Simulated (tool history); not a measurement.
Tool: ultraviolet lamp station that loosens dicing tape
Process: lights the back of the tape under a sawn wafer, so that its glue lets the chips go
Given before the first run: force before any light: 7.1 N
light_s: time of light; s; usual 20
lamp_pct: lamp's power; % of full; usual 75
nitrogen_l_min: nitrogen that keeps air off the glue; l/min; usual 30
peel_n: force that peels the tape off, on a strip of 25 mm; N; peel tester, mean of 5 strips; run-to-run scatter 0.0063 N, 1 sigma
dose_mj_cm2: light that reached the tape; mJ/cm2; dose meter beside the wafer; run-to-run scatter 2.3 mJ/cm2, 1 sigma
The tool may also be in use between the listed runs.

run   hour  light_s  lamp_pct  nitrogen_l_min  peel_n  dose_mj_cm2
  1      0       20        75              30   0.192          240
  2    7.9       20        75              30   0.191          240
  3   14.3       20        75              30   0.193          242
  4     25       20        75              30   0.187          244
  5   36.4       20        75              30   0.189          238
  6   41.9       11        75              30   0.697          131
  7   48.1       11        75              30   0.719          133
  8     56       11        75              30   0.706          134
  9   62.7       11        89              30   0.487          153
 10   70.9       11        89              30   0.486          160
 11   83.5       11        89              30   0.484          153
 12   94.5       11        89              30   0.484          157
 13  104.6       37        78              15   0.114          458
 14  114.4       37        78              15   0.116          469
 15  124.8       37        78              15   0.109          462
 16  135.9       31        80              25   0.126          397
 17  144.8       39        64              30   0.123          399
 18  151.2       26        76              10   0.216          318
 19  156.5       38        80              47   0.111          493
 20  166.1       26        67              24    0.17          278
 21  172.2       35        73              40    0.11          406
 22  182.2       34        73              40   0.115          402
 23  188.7       34        73              40   0.116          394
 24    194       34        73              40   0.115          399

Branching from run 24: 3 alternative next runs. What would each branch give?
  A  200.4       20        69              43       ?            ?
  B  200.4       20        75              40       ?            ?
  C  200.4       15        73              40       ?            ?

run  peel_n  dose_mj_cm2
  A   0.188          218
  B   0.168          237
  C   0.312          177
Stripped of hidden state, with their random variation kept, the same runs would have yielded:
run  peel_n  dose_mj_cm2
  A   0.188          218
  B   0.168          237
  C   0.311          177

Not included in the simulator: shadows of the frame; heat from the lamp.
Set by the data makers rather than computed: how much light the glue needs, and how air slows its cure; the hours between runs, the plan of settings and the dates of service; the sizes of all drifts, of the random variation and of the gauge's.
